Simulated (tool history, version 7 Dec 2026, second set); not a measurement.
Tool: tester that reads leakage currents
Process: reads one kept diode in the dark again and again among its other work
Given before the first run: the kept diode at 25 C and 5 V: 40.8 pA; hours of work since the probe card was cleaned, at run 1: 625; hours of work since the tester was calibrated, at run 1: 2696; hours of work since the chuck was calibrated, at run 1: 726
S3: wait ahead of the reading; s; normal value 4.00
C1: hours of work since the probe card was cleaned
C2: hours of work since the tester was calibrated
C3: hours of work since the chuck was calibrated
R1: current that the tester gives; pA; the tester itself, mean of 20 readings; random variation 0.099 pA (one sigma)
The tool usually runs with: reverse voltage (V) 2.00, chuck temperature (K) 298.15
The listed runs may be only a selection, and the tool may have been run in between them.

{"run": 1, "day": 0.0, "reverse voltage (V)": 2.0, "chuck temperature (K)": 298.15, "S3": 4.0, "C1": 625, "C2": 2696, "C3": 726, "R1": 31.65}
{"run": 2, "day": 9.038, "reverse voltage (V)": 2.0, "chuck temperature (K)": 298.15, "S3": 4.0, "C1": 737, "C2": 2808, "C3": 838, "R1": 32.28}
{"run": 3, "day": 13.767, "reverse voltage (V)": 2.0, "chuck temperature (K)": 300.15, "S3": 4.0, "C1": 796, "C2": 2867, "C3": 897, "R1": 37.81}
{"run": 4, "day": 20.467, "reverse voltage (V)": 2.0, "chuck temperature (K)": 300.15, "S3": 4.0, "C1": 879, "C2": 2950, "C3": 980, "R1": 38.34}
{"run": 5, "day": 24.196, "reverse voltage (V)": 2.0, "chuck temperature (K)": 300.15, "S3": 4.0, "C1": 925, "C2": 2996, "C3": 1026, "R1": 38.83}
{"run": 6, "day": 30.367, "reverse voltage (V)": 2.0, "chuck temperature (K)": 300.15, "S3": 4.0, "C1": 1002, "C2": 3073, "C3": 1102, "R1": 39.13}
{"day": 39.271, "done": "chuck's temperature calibrated"}
{"run": 7, "day": 39.421, "reverse voltage (V)": 2.0, "chuck temperature (K)": 300.15, "S3": 4.0, "C1": 1113, "C2": 3184, "C3": 2, "R1": 35.04}
{"run": 8, "day": 48.454, "reverse voltage (V)": 2.0, "chuck temperature (K)": 298.15, "S3": 4.0, "C1": 1225, "C2": 3296, "C3": 114, "R1": 30.81}
{"run": 9, "day": 56.675, "reverse voltage (V)": 2.0, "chuck temperature (K)": 298.15, "S3": 4.0, "C1": 1327, "C2": 3398, "C3": 216, "R1": 31.24}
{"run": 10, "day": 63.667, "reverse voltage (V)": 2.0, "chuck temperature (K)": 298.15, "S3": 4.0, "C1": 1414, "C2": 3485, "C3": 303, "R1": 31.51}
{"day": 64.258, "done": "probe card cleaned and baked"}
{"run": 11, "day": 69.379, "reverse voltage (V)": 2.0, "chuck temperature (K)": 318.15, "S3": 4.0, "C1": 64, "C2": 3554, "C3": 372, "R1": 136.22}
{"run": 12, "day": 78.45, "reverse voltage (V)": 2.0, "chuck temperature (K)": 318.15, "S3": 4.0, "C1": 176, "C2": 3667, "C3": 485, "R1": 137.91}
{"run": 13, "day": 84.379, "reverse voltage (V)": 2.0, "chuck temperature (K)": 318.15, "S3": 4.0, "C1": 250, "C2": 3740, "C3": 558, "R1": 139.05}
{"run": 14, "day": 89.325, "reverse voltage (V)": 2.0, "chuck temperature (K)": 298.15, "S3": 4.0, "C1": 311, "C2": 3801, "C3": 620, "R1": 34.34}
{"run": 15, "day": 94.35, "reverse voltage (V)": 2.0, "chuck temperature (K)": 298.15, "S3": 0.34, "C1": 373, "C2": 3864, "C3": 682, "R1": 34.72}
{"day": 101.871, "done": "probe card cleaned and baked, once more"}
{"run": 16, "day": 101.871, "reverse voltage (V)": 2.0, "chuck temperature (K)": 298.15, "S3": 0.34, "C1": 0, "C2": 3956, "C3": 774, "R1": 29.58}
{"run": 17, "day": 109.808, "reverse voltage (V)": 2.0, "chuck temperature (K)": 298.15, "S3": 4.0, "C1": 98, "C2": 4054, "C3": 872, "R1": 29.89}
{"run": 18, "day": 118.579, "reverse voltage (V)": 2.0, "chuck temperature (K)": 298.15, "S3": 4.0, "C1": 207, "C2": 4163, "C3": 981, "R1": 30.37}
{"day": 123.696, "done": "tester calibrated"}
{"run": 19, "day": 127.096, "reverse voltage (V)": 2.0, "chuck temperature (K)": 298.15, "S3": 4.0, "C1": 312, "C2": 42, "C3": 1086, "R1": 31.44}
{"run": 20, "day": 131.108, "reverse voltage (V)": 15.56, "chuck temperature (K)": 298.15, "S3": 1.35, "C1": 362, "C2": 92, "C3": 1135, "R1": 78.23}
{"day": 137.046, "done": "chuck's temperature calibrated"}
{"run": 21, "day": 138.433, "reverse voltage (V)": 15.56, "chuck temperature (K)": 298.15, "S3": 1.35, "C1": 452, "C2": 182, "C3": 17, "R1": 75.17}
{"run": 22, "day": 146.692, "reverse voltage (V)": 1.23, "chuck temperature (K)": 310.15, "S3": 0.38, "C1": 554, "C2": 284, "C3": 120, "R1": 61.37}
{"run": 23, "day": 151.671, "reverse voltage (V)": 1.23, "chuck temperature (K)": 310.15, "S3": 0.38, "C1": 616, "C2": 346, "C3": 181, "R1": 62.18}
{"run": 24, "day": 156.142, "reverse voltage (V)": 1.23, "chuck temperature (K)": 310.15, "S3": 0.38, "C1": 671, "C2": 402, "C3": 237, "R1": 62.77}
{"run": 25, "day": 165.162, "reverse voltage (V)": 1.23, "chuck temperature (K)": 310.15, "S3": 0.38, "C1": 783, "C2": 513, "C3": 349, "R1": 63.37}
{"run": 26, "day": 172.188, "reverse voltage (V)": 2.8, "chuck temperature (K)": 299.15, "S3": 9.15, "C1": 870, "C2": 601, "C3": 436, "R1": 39.82}
{"run": 27, "day": 178.696, "reverse voltage (V)": 2.75, "chuck temperature (K)": 326.15, "S3": 0.49, "C1": 951, "C2": 681, "C3": 517, "R1": 278.78}
{"run": 28, "day": 185.971, "reverse voltage (V)": 2.56, "chuck temperature (K)": 329.15, "S3": 0.49, "C1": 1041, "C2": 772, "C3": 607, "R1": 332.88}
{"run": 29, "day": 190.554, "reverse voltage (V)": 2.56, "chuck temperature (K)": 329.15, "S3": 0.49, "C1": 1098, "C2": 828, "C3": 664, "R1": 334.63}
{"run": 30, "day": 197.696, "reverse voltage (V)": 9.21, "chuck temperature (K)": 298.15, "S3": 0.39, "C1": 1187, "C2": 917, "C3": 753, "R1": 71.34}
{"run": 31, "day": 206.454, "reverse voltage (V)": 11.48, "chuck temperature (K)": 314.15, "S3": 0.31, "C1": 1296, "C2": 1026, "C3": 861, "R1": 234.9}
{"run": 32, "day": 212.512, "reverse voltage (V)": 11.48, "chuck temperature (K)": 314.15, "S3": 0.31, "C1": 1371, "C2": 1101, "C3": 936, "R1": 236.33}
{"run": 33, "day": 216.746, "reverse voltage (V)": 1.2, "chuck temperature (K)": 299.15, "S3": 0.53, "C1": 1423, "C2": 1153, "C3": 989, "R1": 29.67}
{"run": 34, "day": 223.762, "reverse voltage (V)": 1.04, "chuck temperature (K)": 298.15, "S3": 1.67, "C1": 1510, "C2": 1241, "C3": 1076, "R1": 26.08}
{"day": 226.517, "done": "probe card cleaned and baked"}
{"run": 35, "day": 229.75, "reverse voltage (V)": 1.04, "chuck temperature (K)": 298.15, "S3": 1.67, "C1": 40, "C2": 1313, "C3": 1149, "R1": 24.18}
{"day": 234.938, "done": "chuck's temperature calibrated"}
{"run": 36, "day": 236.8, "reverse voltage (V)": 2.42, "chuck temperature (K)": 298.15, "S3": 3.52, "C1": 127, "C2": 1400, "C3": 23, "R1": 30.87}
{"run": 37, "day": 246.054, "reverse voltage (V)": 4.27, "chuck temperature (K)": 294.15, "S3": 9.81, "C1": 241, "C2": 1514, "C3": 138, "R1": 28.93}

Consider 5 possible next runs. They are alternatives, not a sequence: every one starts from the tool as it was left by run 37. What does each give?
{"run": "A", "day": 251.275, "reverse voltage (V)": 11.67, "chuck temperature (K)": 294.15, "S3": 9.81, "C1": 306, "C2": 1579, "C3": 203, "R1": "?"}
{"run": "B", "day": 251.275, "reverse voltage (V)": 4.27, "chuck temperature (K)": 318.15, "S3": 3.54, "C1": 306, "C2": 1579, "C3": 203, "R1": "?"}
{"run": "C", "day": 251.275, "reverse voltage (V)": 4.27, "chuck temperature (K)": 303.15, "S3": 8.13, "C1": 306, "C2": 1579, "C3": 203, "R1": "?"}
{"run": "D", "day": 251.275, "reverse voltage (V)": 8.62, "chuck temperature (K)": 326.15, "S3": 9.81, "C1": 306, "C2": 1579, "C3": 203, "R1": "?"}
{"run": "E", "day": 251.275, "reverse voltage (V)": 13.41, "chuck temperature (K)": 330.15, "S3": 1.21, "C1": 306, "C2": 1579, "C3": 203, "R1": "?"}

run=A R1=46.49
run=B R1=183.60
run=C R1=59.77
run=D R1=427.43
run=E R1=668.11
Take away the tool's hidden state, keep each run's random variation, and the runs would have read:
run=A R1=41.33
run=B R1=179.95
run=C R1=57.36
run=D R1=419.84
run=E R1=656.59
